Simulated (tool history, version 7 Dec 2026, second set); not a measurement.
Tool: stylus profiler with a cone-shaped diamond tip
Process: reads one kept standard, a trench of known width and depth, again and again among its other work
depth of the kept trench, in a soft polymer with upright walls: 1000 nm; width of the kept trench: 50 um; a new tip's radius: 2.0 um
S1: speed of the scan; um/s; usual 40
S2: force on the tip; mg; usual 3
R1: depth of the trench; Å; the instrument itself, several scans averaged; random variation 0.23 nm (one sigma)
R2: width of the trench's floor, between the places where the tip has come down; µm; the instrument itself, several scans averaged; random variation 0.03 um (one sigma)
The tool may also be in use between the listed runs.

run	day	S1	S2	R1	R2
1	0	40	3	10105.9	46.21
2	0.496	40	3	10109.4	46.09
3	1.421	40	3	10107.7	46.14
4	2.267	40	3	10107.8	46.16
5	3.096	40	3	10108.5	46.17
6	3.992	40	3	10112.2	46.17
7	4.958	40	3	10109.9	46.13
8	5.421	40	8.43	10205.2	46.16
9	6.183	40	8.43	10209.1	46.12
10	6.646	25	3	10112.1	46.12
11	7.092	25	3	10110.6	46.17
12	7.862	40	3	10107.7	46.11
13	8.846	40	2.16	10094.4	46.06
14	9.721	40	2.16	10094	46.07
15	10.367	40	2.16	10090.2	46.01
16	11.175	40	2.16	10093.1	46.04
17	11.992	40	2.16	10091.3	46.01
18	12.646	40	1.23	10066.7	46.05
19	13.192	40	1.23	10069	46.01
20	14.058	40	1.03	10059.5	46
21	14.55	40	2.38	10096.2	46.02
22	15.233	40	3	10110.7	46.02
23	16.221	40	3	10108	46.02
24	16.746	30	1.25	10068.5	46.02
25	17.421	39	8.21	10204.1	46.09
26	18.183	39	8.21	10205.5	46.02
# day 18.271: height scale calibrated on a step standard
27	18.954	39	8.21	10209.6	46.04
28	19.604	25	2.01	10092.3	46.07
29	20.288	25	2.01	10090.3	45.96
# day 20.521: height scale calibrated on a step standard, once more
30	21.133	92	1.93	10066.7	45.76
31	21.642	12	4.13	10115.3	46.05
32	22.462	82	6.06	10154.2	45.95
33	22.883	82	6.06	10155.3	45.89
34	23.7	62	1.13	10052.1	45.8
35	24.579	62	1.13	10049.5	45.74
36	25.442	62	1.13	10047.7	45.73
37	25.962	74	2.34	10083.8	45.8
38	26.662	74	2.34	10086.3	45.83
39	27.283	74	2.34	10082.9	45.8
40	27.846	60	1.69	10062.8	45.83
41	28.617	36	3.34	10103.8	45.92
42	29.471	127	8.17	10190.7	45.82
43	30.417	13	3.87	10116.6	45.93
44	31.104	113	2.11	10072.7	45.59
45	32.071	113	2.11	10079	45.63
46	32.917	113	2.11	10079.8	45.59

The same runs without the tool's hidden state, with the same run-to-run variation:
The hidden state here: radius of the tip, um; height scale over the true one, %; drift of the gauge itself on depth_nm, %; drift of the gauge itself on floor_um, %.
run	R1	R2
1	10094.7	46.48
2	10098.1	46.36
3	10096.2	46.43
4	10096.1	46.45
5	10096.6	46.47
6	10100.1	46.47
7	10097.5	46.44
8	10192.6	46.48
9	10196.3	46.45
10	10099.3	46.45
11	10097.7	46.5
12	10094.7	46.45
13	10081.1	46.41
14	10080.5	46.43
15	10076.6	46.38
16	10079.3	46.41
17	10077.3	46.39
18	10052.6	46.43
19	10054.8	46.4
20	10045.1	46.4
21	10081.6	46.42
22	10096	46.43
23	10093	46.44
24	10053.4	46.44
25	10188.7	46.52
26	10189.9	46.45
27	10191.5	46.48
28	10074.4	46.52
29	10072.2	46.41
30	10067.8	46.22
31	10116.3	46.51
32	10155.1	46.43
33	10156.1	46.37
34	10052.6	46.28
35	10049.8	46.23
36	10047.8	46.23
37	10083.8	46.31
38	10086.2	46.34
39	10082.6	46.31
40	10062.3	46.35
41	10103.2	46.45
42	10189.8	46.36
43	10115.5	46.47
44	10071.4	46.14
45	10077.5	46.18
46	10078.1	46.16
